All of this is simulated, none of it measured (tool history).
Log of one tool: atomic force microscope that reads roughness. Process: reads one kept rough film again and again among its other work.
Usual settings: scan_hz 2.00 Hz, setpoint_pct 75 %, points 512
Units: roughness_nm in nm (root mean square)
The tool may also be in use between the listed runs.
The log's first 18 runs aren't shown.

run,hour,scan_hz,setpoint_pct,points,roughness_nm
19,269.5,2.54,68,512,4.000
20,289.0,2.54,68,512,4.012
# hour 294.5: new tip fitted
21,305.2,2.00,75,531,3.981
22,316.5,2.00,78,512,3.936
23,330.8,2.00,78,512,3.958
24,343.6,3.48,86,512,3.706
# hour 350.2: new tip fitted
25,359.5,2.21,70,512,4.008
26,374.4,2.21,56,279,3.952
27,392.3,2.00,61,512,4.068

The next listed run, before its measurement:
# hour 406.7: new tip fitted
28,410.0,2.00,61,512,?

Run 28 gave roughness_nm 4.094 nm (root mean square).
Without the tool's hidden state the same run would have given roughness_nm 4.095 nm (root mean square).
